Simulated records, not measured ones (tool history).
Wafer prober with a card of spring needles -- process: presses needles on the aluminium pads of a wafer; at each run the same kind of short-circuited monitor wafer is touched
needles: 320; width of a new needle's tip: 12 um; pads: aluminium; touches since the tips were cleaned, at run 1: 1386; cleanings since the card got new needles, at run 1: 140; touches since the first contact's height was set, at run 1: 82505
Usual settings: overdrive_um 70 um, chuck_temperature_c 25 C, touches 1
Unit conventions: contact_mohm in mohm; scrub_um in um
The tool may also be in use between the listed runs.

| run | hour | overdrive_um | chuck_temperature_c | touches | touches since the tips were cleaned | cleanings since the card got new needles | touches since the first contact's height was set | contact_mohm | scrub_um |
|---|---|---|---|---|---|---|---|---|---|
| 1 | 0 | 70 | 25 | 1 | 1386 | 140 | 82505 | 119 | 18.66 |
|  | 1.6 | tips cleaned on abrasive film |
|  | 7.6 | tips cleaned on abrasive film |
|  | 13.7 | tips cleaned on abrasive film |
|  | 19.7 | tips cleaned on abrasive film |
|  | 25.7 | tips cleaned on abrasive film |
|  | 31.8 | tips cleaned on abrasive film |
|  | 39.3 | tips cleaned on abrasive film |
|  | 46.8 | tips cleaned on abrasive film |
|  | 51.5 | height of the first contact set anew |
|  | 54.6 | tips cleaned on abrasive film |
|  | 60.6 | tips cleaned on abrasive film |
| 2 | 63.9 | 70 | 25 | 2 | 977 | 150 | 3652 | 121 | 18.68 |
|  | 67 | tips cleaned on abrasive film |
|  | 74.5 | tips cleaned on abrasive film |
|  | 80.5 | tips cleaned on abrasive film |
|  | 86.6 | tips cleaned on abrasive film |
|  | 94.1 | tips cleaned on abrasive film |
|  | 101.6 | tips cleaned on abrasive film |
|  | 109.1 | tips cleaned on abrasive film |
|  | 115.1 | tips cleaned on abrasive film |
|  | 121.2 | tips cleaned on abrasive film |
|  | 128.7 | tips cleaned on abrasive film |
| 3 | 129 | 70 | 25 | 2 | 102 | 160 | 22924 | 121 | 18.68 |
|  | 135.1 | tips cleaned on abrasive film |
|  | 141.1 | tips cleaned on abrasive film |
|  | 148.6 | tips cleaned on abrasive film |
|  | 154.6 | tips cleaned on abrasive film |
|  | 160.7 | tips cleaned on abrasive film |
|  | 166.7 | tips cleaned on abrasive film |
|  | 174.2 | tips cleaned on abrasive film |
|  | 180.3 | tips cleaned on abrasive film |
| 4 | 183.6 | 85 | 25 | 2 | 1010 | 168 | 39087 | 120 | 22.75 |
|  | 186.7 | tips cleaned on abrasive film |
|  | 192.7 | tips cleaned on abrasive film |
|  | 198.8 | tips cleaned on abrasive film |
|  | 204.8 | tips cleaned on abrasive film |
|  | 210.8 | tips cleaned on abrasive film |
|  | 218.3 | tips cleaned on abrasive film |
| 5 | 222.6 | 85 | 25 | 2 | 1278 | 174 | 50616 | 119 | 22.73 |
|  | 225.7 | tips cleaned on abrasive film |
|  | 231.7 | tips cleaned on abrasive film |
|  | 239.2 | tips cleaned on abrasive film |
|  | 246.7 | tips cleaned on abrasive film |
|  | 254.3 | tips cleaned on abrasive film |
|  | 260.3 | tips cleaned on abrasive film |
|  | 266.3 | tips cleaned on abrasive film |
|  | 273.8 | tips cleaned on abrasive film |
| 6 | 278.5 | 85 | 25 | 2 | 1390 | 182 | 67161 | 118 | 22.65 |
|  | 280.1 | tips cleaned on abrasive film |
|  | 286.1 | tips cleaned on abrasive film |
|  | 292.1 | tips cleaned on abrasive film |
|  | 298.2 | tips cleaned on abrasive film |
|  | 304.2 | tips cleaned on abrasive film |
|  | 311.7 | tips cleaned on abrasive film |
|  | 317.7 | tips cleaned on abrasive film |
| 7 | 321.6 | 70 | 25 | 1 | 1167 | 189 | 79917 | 120 | 18.7 |
|  | 324.7 | tips cleaned on abrasive film |
|  | 332.2 | tips cleaned on abrasive film |
|  | 338.2 | tips cleaned on abrasive film |
|  | 344.3 | tips cleaned on abrasive film |
|  | 350.3 | tips cleaned on abrasive film |
|  | 356.3 | tips cleaned on abrasive film |
| 8 | 360.5 | 70 | 59 | 1 | 1259 | 195 | 91429 | 124 | 18.72 |
|  | 363.6 | tips cleaned on abrasive film |
|  | 369.6 | tips cleaned on abrasive film |
|  | 377.1 | tips cleaned on abrasive film |
|  | 381.9 | height of the first contact set anew |
|  | 383.5 | tips cleaned on abrasive film |
|  | 391 | tips cleaned on abrasive film |
|  | 398.5 | tips cleaned on abrasive film |
|  | 404.6 | tips cleaned on abrasive film |
|  | 412.1 | tips cleaned on abrasive film |
|  | 418.1 | tips cleaned on abrasive film |
| 9 | 418.8 | 70 | 59 | 1 | 213 | 204 | 10910 | 123 | 18.84 |
|  | 424.8 | tips cleaned on abrasive film |
|  | 430.9 | tips cleaned on abrasive film |
|  | 436.9 | tips cleaned on abrasive film |
|  | 444.4 | tips cleaned on abrasive film |
|  | 450.5 | tips cleaned on abrasive film |
|  | 456.5 | tips cleaned on abrasive film |
|  | 464 | tips cleaned on abrasive film |
|  | 470 | tips cleaned on abrasive film |
|  | 476.1 | tips cleaned on abrasive film |
|  | 482.1 | tips cleaned on abrasive film |
|  | 489.6 | tips cleaned on abrasive film |
|  | 497.2 | tips cleaned on abrasive film |
| 10 | 503 | 70 | 59 | 1 | 1764 | 216 | 35851 | 125 | 18.73 |
|  | 504.6 | tips cleaned on abrasive film |
|  | 510.6 | tips cleaned on abrasive film |
|  | 516.7 | tips cleaned on abrasive film |
|  | 524.2 | tips cleaned on abrasive film |
|  | 531.7 | tips cleaned on abrasive film |
|  | 537.7 | tips cleaned on abrasive film |
|  | 545.3 | tips cleaned on abrasive film |
|  | 552.8 | tips cleaned on abrasive film |
|  | 558.8 | tips cleaned on abrasive film |
|  | 564.8 | tips cleaned on abrasive film |
|  | 572.4 | tips cleaned on abrasive film |
|  | 579.9 | tips cleaned on abrasive film |
| 11 | 580.2 | 61 | 125 | 1 | 98 | 228 | 58681 | 134 | 16.33 |
|  | 586.2 | tips cleaned on abrasive film |
|  | 592.3 | tips cleaned on abrasive film |
|  | 599.8 | tips cleaned on abrasive film |
|  | 605.8 | tips cleaned on abrasive film |
|  | 613.3 | tips cleaned on abrasive film |
|  | 620.9 | tips cleaned on abrasive film |
|  | 626.9 | tips cleaned on abrasive film |
|  | 634.4 | tips cleaned on abrasive film |
|  | 640.4 | tips cleaned on abrasive film |
|  | 648 | tips cleaned on abrasive film |
| 12 | 651.3 | 77 | 125 | 1 | 1003 | 238 | 79741 | 133 | 20.66 |
|  | 654.4 | tips cleaned on abrasive film |
|  | 660.4 | tips cleaned on abrasive film |
|  | 667.9 | tips cleaned on abrasive film |
|  | 673.9 | tips cleaned on abrasive film |
|  | 681.5 | tips cleaned on abrasive film |
|  | 687.5 | tips cleaned on abrasive film |
|  | 695 | tips cleaned on abrasive film |
|  | 701 | tips cleaned on abrasive film |
|  | 707.1 | tips cleaned on abrasive film |
|  | 711.8 | height of the first contact set anew |
|  | 714.9 | tips cleaned on abrasive film |
|  | 722.4 | tips cleaned on abrasive film |
|  | 729.9 | tips cleaned on abrasive film |
|  | 736.7 | tips cleaned on abrasive film |
| 13 | 736.7 | 77 | 125 | 1 | 0 | 251 | 7340 | 136 | 20.73 |
|  | 744.2 | tips cleaned on abrasive film |
|  | 751.7 | tips cleaned on abrasive film |
|  | 759.2 | tips cleaned on abrasive film |
|  | 766.7 | tips cleaned on abrasive film |
|  | 772.8 | tips cleaned on abrasive film |
|  | 778.8 | tips cleaned on abrasive film |
|  | 786.3 | tips cleaned on abrasive film |
|  | 792.3 | tips cleaned on abrasive film |
|  | 798.4 | tips cleaned on abrasive film |
|  | 804.4 | tips cleaned on abrasive film |
| 14 | 809.1 | 65 | 38 | 1 | 1418 | 261 | 28815 | 123 | 17.55 |
|  | 810.7 | tips cleaned on abrasive film |
|  | 816.7 | tips cleaned on abrasive film |
|  | 822.8 | tips cleaned on abrasive film |
|  | 830.3 | tips cleaned on abrasive film |
|  | 836.3 | tips cleaned on abrasive film |
|  | 843.9 | tips cleaned on abrasive film |
|  | 849.9 | tips cleaned on abrasive film |
|  | 857.4 | tips cleaned on abrasive film |
|  | 863.4 | tips cleaned on abrasive film |
|  | 871 | tips cleaned on abrasive film |
| 15 | 871.9 | 51 | 25 | 2 | 270 | 271 | 47358 | 120 | 13.73 |
|  | 877.9 | tips cleaned on abrasive film |
|  | 883.9 | tips cleaned on abrasive film |
|  | 891.4 | tips cleaned on abrasive film |
|  | 897.5 | tips cleaned on abrasive film |
|  | 905 | tips cleaned on abrasive film |
|  | 912.5 | tips cleaned on abrasive film |
| 16 | 918.1 | 58 | 86 | 2 | 1693 | 277 | 61086 | 131 | 15.63 |
|  | 919.7 | tips cleaned on abrasive film |
|  | 925.8 | tips cleaned on abrasive film |
|  | 931.8 | tips cleaned on abrasive film |
|  | 937.8 | tips cleaned on abrasive film |
|  | 945.3 | tips cleaned on abrasive film |
|  | 952.9 | tips cleaned on abrasive film |
|  | 960.4 | tips cleaned on abrasive film |
|  | 967.9 | tips cleaned on abrasive film |
|  | 973.9 | tips cleaned on abrasive film |
|  | 981.4 | tips cleaned on abrasive film |
|  | 987.5 | tips cleaned on abrasive film |
|  | 995 | tips cleaned on abrasive film |
| 17 | 999 | 53 | 56 | 3 | 1199 | 289 | 85016 | 124 | 14.38 |
|  | 1002.1 | tips cleaned on abrasive film |
|  | 1008.1 | tips cleaned on abrasive film |
|  | 1015.6 | tips cleaned on abrasive film |
|  | 1023.1 | tips cleaned on abrasive film |
|  | 1029.2 | tips cleaned on abrasive film |
|  | 1035.2 | tips cleaned on abrasive film |
|  | 1041.2 | tips cleaned on abrasive film |
|  | 1043 | height of the first contact set anew |
|  | 1049 | tips cleaned on abrasive film |
|  | 1055.1 | tips cleaned on abrasive film |
|  | 1062.6 | tips cleaned on abrasive film |
|  | 1070.1 | tips cleaned on abrasive film |
| 18 | 1070.8 | 73 | 25 | 1 | 212 | 300 | 8235 | 122 | 19.64 |

Forecast each of these 3 alternatives for the next run:
|  | 1076.8 | tips cleaned on abrasive film |
|  | 1082.9 | tips cleaned on abrasive film |
|  | 1088.9 | tips cleaned on abrasive film |
|  | 1094.9 | tips cleaned on abrasive film |
|  | 1102.5 | tips cleaned on abrasive film |
|  | 1108.5 | tips cleaned on abrasive film |
|  | 1114.5 | tips cleaned on abrasive film |
|  | 1122 | tips cleaned on abrasive film |
|  | 1129.6 | tips cleaned on abrasive film |
|  | 1137.1 | tips cleaned on abrasive film |
|  | 1144.6 | tips cleaned on abrasive film |
|  | 1150.6 | tips cleaned on abrasive film |
|  | 1157 | tips cleaned on abrasive film |
| A | 1157 | 55 | 52 | 1 | 0 | 313 | 33746 | ? | ? |
|  | 1076.8 | tips cleaned on abrasive film |
|  | 1082.9 | tips cleaned on abrasive film |
|  | 1088.9 | tips cleaned on abrasive film |
|  | 1094.9 | tips cleaned on abrasive film |
|  | 1102.5 | tips cleaned on abrasive film |
|  | 1108.5 | tips cleaned on abrasive film |
|  | 1114.5 | tips cleaned on abrasive film |
|  | 1122 | tips cleaned on abrasive film |
|  | 1129.6 | tips cleaned on abrasive film |
|  | 1137.1 | tips cleaned on abrasive film |
|  | 1144.6 | tips cleaned on abrasive film |
|  | 1150.6 | tips cleaned on abrasive film |
|  | 1157 | tips cleaned on abrasive film |
| B | 1157 | 73 | 36 | 1 | 0 | 313 | 33746 | ? | ? |
|  | 1076.8 | tips cleaned on abrasive film |
|  | 1082.9 | tips cleaned on abrasive film |
|  | 1088.9 | tips cleaned on abrasive film |
|  | 1094.9 | tips cleaned on abrasive film |
|  | 1102.5 | tips cleaned on abrasive film |
|  | 1108.5 | tips cleaned on abrasive film |
|  | 1114.5 | tips cleaned on abrasive film |
|  | 1122 | tips cleaned on abrasive film |
|  | 1129.6 | tips cleaned on abrasive film |
|  | 1137.1 | tips cleaned on abrasive film |
|  | 1144.6 | tips cleaned on abrasive film |
|  | 1150.6 | tips cleaned on abrasive film |
|  | 1157 | tips cleaned on abrasive film |
| C | 1157 | 73 | 72 | 2 | 0 | 313 | 33746 | ? | ? |

| run | contact_mohm | scrub_um |
|---|---|---|
| A | 125 | 14.85 |
| B | 120 | 19.68 |
| C | 127 | 19.78 |
With the hidden condition removed and each run's random variation left untouched, the same runs would have given:
| run | contact_mohm | scrub_um |
|---|---|---|
| A | 125 | 14.56 |
| B | 120 | 19.29 |
| C | 127 | 19.39 |

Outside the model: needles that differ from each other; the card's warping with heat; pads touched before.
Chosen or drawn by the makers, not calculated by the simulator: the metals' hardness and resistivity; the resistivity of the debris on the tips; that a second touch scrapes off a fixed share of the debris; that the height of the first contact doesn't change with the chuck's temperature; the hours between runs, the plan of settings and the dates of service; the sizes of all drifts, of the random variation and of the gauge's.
